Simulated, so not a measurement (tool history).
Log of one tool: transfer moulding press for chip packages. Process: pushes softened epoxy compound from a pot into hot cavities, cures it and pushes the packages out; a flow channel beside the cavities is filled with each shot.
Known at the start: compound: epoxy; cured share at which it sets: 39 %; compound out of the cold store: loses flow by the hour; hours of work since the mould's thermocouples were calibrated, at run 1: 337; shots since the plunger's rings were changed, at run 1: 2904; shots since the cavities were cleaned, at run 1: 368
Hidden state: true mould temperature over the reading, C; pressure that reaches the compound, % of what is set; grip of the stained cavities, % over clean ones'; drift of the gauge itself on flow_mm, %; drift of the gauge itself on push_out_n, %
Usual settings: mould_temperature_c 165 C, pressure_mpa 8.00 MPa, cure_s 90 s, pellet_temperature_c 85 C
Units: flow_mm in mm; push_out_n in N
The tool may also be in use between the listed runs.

| run | hour | mould_temperature_c | pressure_mpa | cure_s | pellet_temperature_c | hours of work since the mould's thermocouples were calibrated | shots since the plunger's rings were changed | shots since the cavities were cleaned | incoming compound's hours out of the cold store | flow_mm | push_out_n |
|---|---|---|---|---|---|---|---|---|---|---|---|
| 1 | 0.0 | 165 | 8.00 | 90 | 85 | 337 | 2904 | 368 | 11.5 | 868 | 870 |
|  | 24.0 | cavities cleaned with cleaning compound and waxed |
|  | 46.0 | plunger's sealing rings changed |
| 2 | 61.5 | 165 | 8.00 | 90 | 85 | 361 | 135 | 303 | 8.2 | 938 | 859 |
|  | 91.6 | cavities cleaned with cleaning compound and waxed |
| 3 | 128.9 | 165 | 8.00 | 90 | 85 | 388 | 704 | 323 | 43.2 | 775 | 796 |
|  | 159.9 | cavities cleaned with cleaning compound and waxed |
| 4 | 212.2 | 165 | 8.00 | 90 | 85 | 422 | 1410 | 451 | 28.8 | 814 | 854 |
|  | 224.6 | cavities cleaned with cleaning compound and waxed |
| 5 | 254.5 | 165 | 8.00 | 90 | 85 | 439 | 1763 | 259 | 42.9 | 758 | 749 |
|  | 291.8 | cavities cleaned with cleaning compound and waxed |
| 6 | 323.2 | 165 | 8.00 | 90 | 85 | 467 | 2344 | 272 | 27.1 | 807 | 785 |
|  | 359.7 | cavities cleaned with cleaning compound and waxed |
| 7 | 390.5 | 165 | 8.00 | 90 | 85 | 494 | 2912 | 267 | 15.4 | 867 | 807 |
|  | 427.4 | cavities cleaned with cleaning compound and waxed |
|  | 436.9 | plunger's sealing rings changed |
| 8 | 459.4 | 165 | 8.00 | 90 | 85 | 521 | 194 | 255 | 12.4 | 920 | 842 |
|  | 498.3 | cavities cleaned with cleaning compound and waxed |
|  | 508.2 | mould's thermocouples calibrated |
| 9 | 515.8 | 165 | 8.00 | 90 | 85 | 3 | 651 | 133 | 34.5 | 796 | 657 |
|  | 566.6 | cavities cleaned with cleaning compound and waxed |
| 10 | 607.9 | 165 | 8.00 | 90 | 85 | 41 | 1434 | 357 | 32.1 | 793 | 758 |
|  | 635.5 | cavities cleaned with cleaning compound and waxed |
| 11 | 665.3 | 165 | 8.00 | 125 | 85 | 64 | 1916 | 257 | 10.2 | 894 | 528 |
|  | 704.9 | cavities cleaned with cleaning compound and waxed |
| 12 | 720.7 | 165 | 8.00 | 125 | 85 | 86 | 2382 | 136 | 15.4 | 863 | 431 |
|  | 772.5 | cavities cleaned with cleaning compound and waxed |
| 13 | 798.8 | 165 | 8.00 | 125 | 85 | 118 | 3044 | 227 | 17.4 | 842 | 527 |
|  | 829.9 | plunger's sealing rings changed |
|  | 839.3 | cavities cleaned with cleaning compound and waxed |
| 14 | 874.3 | 170 | 9.67 | 95 | 81 | 147 | 371 | 303 | 20.8 | 937 | 580 |
|  | 904.8 | cavities cleaned with cleaning compound and waxed |
| 15 | 920.2 | 165 | 7.90 | 82 | 85 | 166 | 754 | 133 | 8.9 | 915 | 969 |
|  | 970.2 | cavities cleaned with cleaning compound and waxed |
| 16 | 1000.4 | 165 | 8.00 | 125 | 85 | 198 | 1434 | 261 | 18.7 | 858 | 512 |
|  | 1037.3 | cavities cleaned with cleaning compound and waxed |
| 17 | 1077.4 | 165 | 8.00 | 125 | 85 | 229 | 2086 | 347 | 28.4 | 800 | 567 |
|  | 1101.1 | cavities cleaned with cleaning compound and waxed |
|  | 1168.1 | cavities cleaned with cleaning compound and waxed |
| 18 | 1170.2 | 165 | 7.16 | 106 | 87 | 267 | 2861 | 18 | 10.4 | 834 | 465 |
|  | 1221.5 | plunger's sealing rings changed |
| 19 | 1224.8 | 165 | 9.72 | 78 | 85 | 288 | 28 | 469 | 14.5 | 997 | 1332 |
|  | 1236.0 | cavities cleaned with cleaning compound and waxed |
|  | 1300.8 | cavities cleaned with cleaning compound and waxed |
| 20 | 1304.6 | 172 | 6.02 | 109 | 85 | 320 | 691 | 32 | 23.0 | 711 | 374 |
|  | 1364.5 | cavities cleaned with cleaning compound and waxed |
| 21 | 1386.0 | 165 | 8.00 | 100 | 94 | 353 | 1382 | 186 | 18.1 | 857 | 626 |
| 22 | 1424.3 | 165 | 7.92 | 73 | 85 | 369 | 1713 | 517 | 41.2 | 759 | 1385 |
|  | 1430.1 | cavities cleaned with cleaning compound and waxed |
| 23 | 1486.7 | 165 | 7.92 | 73 | 85 | 394 | 2238 | 488 | 35.9 | 761 | 1388 |
|  | 1494.0 | cavities cleaned with cleaning compound and waxed |
| 24 | 1526.6 | 160 | 6.89 | 128 | 89 | 410 | 2570 | 281 | 10.8 | 834 | 615 |
|  | 1557.6 | cavities cleaned with cleaning compound and waxed |
| 25 | 1601.2 | 160 | 6.89 | 128 | 89 | 440 | 3201 | 376 | 36.2 | 713 | 657 |

The same runs without the tool's hidden state, with the same run-to-run variation:
| run | flow_mm | push_out_n |
|---|---|---|
| 1 | 915 | 552 |
| 2 | 939 | 555 |
| 3 | 783 | 511 |
| 4 | 833 | 520 |
| 5 | 781 | 502 |
| 6 | 840 | 519 |
| 7 | 912 | 540 |
| 8 | 920 | 559 |
| 9 | 806 | 512 |
| 10 | 813 | 496 |
| 11 | 925 | 372 |
| 12 | 899 | 349 |
| 13 | 889 | 373 |
| 14 | 942 | 389 |
| 15 | 925 | 713 |
| 16 | 879 | 357 |
| 17 | 829 | 365 |
| 18 | 877 | 418 |
| 19 | 993 | 783 |
| 20 | 718 | 344 |
| 21 | 875 | 440 |
| 22 | 779 | 797 |
| 23 | 790 | 813 |
| 24 | 870 | 405 |
| 25 | 753 | 411 |
